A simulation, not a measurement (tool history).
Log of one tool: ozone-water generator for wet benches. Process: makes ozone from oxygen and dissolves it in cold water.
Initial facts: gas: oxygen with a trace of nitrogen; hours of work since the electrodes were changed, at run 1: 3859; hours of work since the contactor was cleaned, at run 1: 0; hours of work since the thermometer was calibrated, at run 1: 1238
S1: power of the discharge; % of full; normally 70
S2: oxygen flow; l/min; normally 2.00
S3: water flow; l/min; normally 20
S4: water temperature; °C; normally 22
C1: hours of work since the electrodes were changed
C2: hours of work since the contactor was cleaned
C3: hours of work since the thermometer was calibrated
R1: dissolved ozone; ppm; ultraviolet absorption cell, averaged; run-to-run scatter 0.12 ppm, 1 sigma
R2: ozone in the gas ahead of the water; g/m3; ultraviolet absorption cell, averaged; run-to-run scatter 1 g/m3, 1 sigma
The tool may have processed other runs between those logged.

run,hour,S1,S2,S3,S4,C1,C2,C3,R1,R2
1,0.0,70,2.00,20,22,3859,0,1238,9.1,145.8
2,164.0,70,2.00,20,22,4010,151,1389,9.1,146.1
3,238.3,70,2.00,20,23,4078,219,1458,8.9,146.1
4,348.8,70,2.00,20,23,4180,321,1560,8.6,145.6
5,489.5,70,1.24,20,23,4309,451,1689,7.0,167.6
6,630.1,69,2.00,20,22,4439,580,1819,8.8,143.2
7,712.2,69,2.00,21,22,4514,656,1894,8.1,141.7
8,791.4,69,2.00,21,22,4587,729,1967,8.2,139.8
9,935.9,70,2.00,20,22,4720,862,2100,8.8,140.1
10,1024.8,73,2.00,20,22,4802,944,2182,8.7,141.7
11,1133.4,73,2.00,20,22,4902,1044,2282,8.6,143.5
12,1204.4,73,2.00,20,22,4968,1109,2347,8.5,140.8
13,1332.0,73,2.00,20,28,5085,1227,2465,8.2,141.0
14,1412.9,73,2.00,20,28,5160,1301,2539,8.1,140.1
# hour 1551.9: water thermometer calibrated
15,1561.1,73,2.00,20,28,5296,1437,8,8.1,139.1
16,1641.1,73,2.00,20,28,5369,1511,82,7.8,138.4
17,1790.6,73,2.00,21,28,5507,1649,220,7.4,136.6
18,1908.4,64,2.09,20,19,5616,1757,328,8.4,127.0
19,2027.6,55,1.03,20,20,5725,1867,438,5.4,147.6

Predict the results of run 20:
20,2179.8,91,2.63,20,20,5865,2007,578,?,?

For run 20 the tool returned R1 10.3 ppm, R2 135.7 g/m3.
The same run, on a tool lacking any hidden state, would have yielded R1 14.4 ppm, R2 186.0 g/m3.
